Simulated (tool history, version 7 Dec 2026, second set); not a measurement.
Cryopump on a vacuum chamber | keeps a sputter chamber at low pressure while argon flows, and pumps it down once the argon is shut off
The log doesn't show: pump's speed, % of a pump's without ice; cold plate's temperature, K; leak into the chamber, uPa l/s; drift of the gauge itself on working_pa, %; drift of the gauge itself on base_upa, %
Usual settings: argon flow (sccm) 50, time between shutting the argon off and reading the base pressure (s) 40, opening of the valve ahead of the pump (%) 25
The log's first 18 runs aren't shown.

run	hour	argon flow (sccm)	time between shutting the argon off and reading the base pressure (s)	opening of the valve ahead of the pump (%)	hours of work since the pump was warmed up and emptied	hours of work since the cold head was overhauled	hours of work since the chamber's fittings were tightened	pressure while argon flows (Pa)	pressure after the wait (uPa)
19	305.5	25	40	30	677	677	306	0.0888	1.72
20	318.6	52	284	25	685	685	314	0.2194	0.82
21	332.9	52	284	25	693	693	322	0.2195	0.82
22	356.9	82	40	30	707	707	336	0.2958	1.8
23	373.8	99	43	24	716	716	345	0.4376	1.74
24	395.2	99	43	24	729	729	358	0.4357	1.72
25	416.7	26	125	32	741	741	370	0.0882	1.12
26	434.3	26	125	32	751	751	380	0.0897	1.16

The next listed run, before its measurement:
27	444.1	50	40	21	757	757	386	?	?

pressure while argon flows (Pa): 0.2496
pressure after the wait (uPa): 1.81
Without the tool's hidden state the same run would have given pressure while argon flows (Pa) 0.2261, pressure after the wait (uPa) 1.23.
